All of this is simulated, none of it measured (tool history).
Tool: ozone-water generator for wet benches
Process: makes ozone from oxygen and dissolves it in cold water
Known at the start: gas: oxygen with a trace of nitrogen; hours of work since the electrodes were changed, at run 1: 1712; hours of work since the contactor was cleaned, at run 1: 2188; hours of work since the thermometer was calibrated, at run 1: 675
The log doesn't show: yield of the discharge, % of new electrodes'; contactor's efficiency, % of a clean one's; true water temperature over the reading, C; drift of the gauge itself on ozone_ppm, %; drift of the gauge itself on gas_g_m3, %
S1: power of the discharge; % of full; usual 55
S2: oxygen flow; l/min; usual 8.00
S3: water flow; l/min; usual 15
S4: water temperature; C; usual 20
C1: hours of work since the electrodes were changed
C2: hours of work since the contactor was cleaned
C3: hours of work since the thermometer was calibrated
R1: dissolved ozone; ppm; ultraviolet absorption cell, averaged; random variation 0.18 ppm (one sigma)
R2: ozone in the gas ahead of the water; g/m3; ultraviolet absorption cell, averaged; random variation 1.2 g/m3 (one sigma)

{"run": 1, "hour": 0.0, "S1": 55, "S2": 8.0, "S3": 15, "S4": 20, "C1": 1712, "C2": 2188, "C3": 675, "R1": 25.6, "R2": 208.7}
{"run": 2, "hour": 77.1, "S1": 55, "S2": 9.48, "S3": 15, "S4": 20, "C1": 1758, "C2": 2234, "C3": 722, "R1": 24.9, "R2": 190.9}
{"run": 3, "hour": 149.4, "S1": 55, "S2": 8.0, "S3": 15, "S4": 20, "C1": 1802, "C2": 2278, "C3": 765, "R1": 25.6, "R2": 209.1}
{"run": 4, "hour": 217.2, "S1": 55, "S2": 8.0, "S3": 15, "S4": 20, "C1": 1842, "C2": 2319, "C3": 806, "R1": 25.8, "R2": 207.0}
{"run": 5, "hour": 301.0, "S1": 55, "S2": 8.0, "S3": 15, "S4": 20, "C1": 1893, "C2": 2369, "C3": 857, "R1": 25.8, "R2": 208.9}
{"run": 6, "hour": 375.0, "S1": 55, "S2": 8.0, "S3": 15, "S4": 20, "C1": 1937, "C2": 2414, "C3": 901, "R1": 25.3, "R2": 208.6}
{"run": 7, "hour": 461.8, "S1": 55, "S2": 8.0, "S3": 15, "S4": 20, "C1": 1990, "C2": 2466, "C3": 953, "R1": 25.5, "R2": 206.8}
{"run": 8, "hour": 526.3, "S1": 55, "S2": 8.0, "S3": 15, "S4": 20, "C1": 2028, "C2": 2505, "C3": 992, "R1": 25.6, "R2": 207.3}
{"run": 9, "hour": 603.1, "S1": 55, "S2": 8.0, "S3": 15, "S4": 20, "C1": 2075, "C2": 2551, "C3": 1038, "R1": 25.8, "R2": 206.1}

Forecast run 10:
{"run": 10, "hour": 704.8, "S1": 55, "S2": 8.0, "S3": 15, "S4": 20, "C1": 2136, "C2": 2612, "C3": 1100, "R1": "?", "R2": "?"}

Run 10 gave R1 25.5 ppm, R2 206.1 g/m3.
Without the tool's hidden state the same run would have given R1 25.5 ppm, R2 208.3 g/m3.
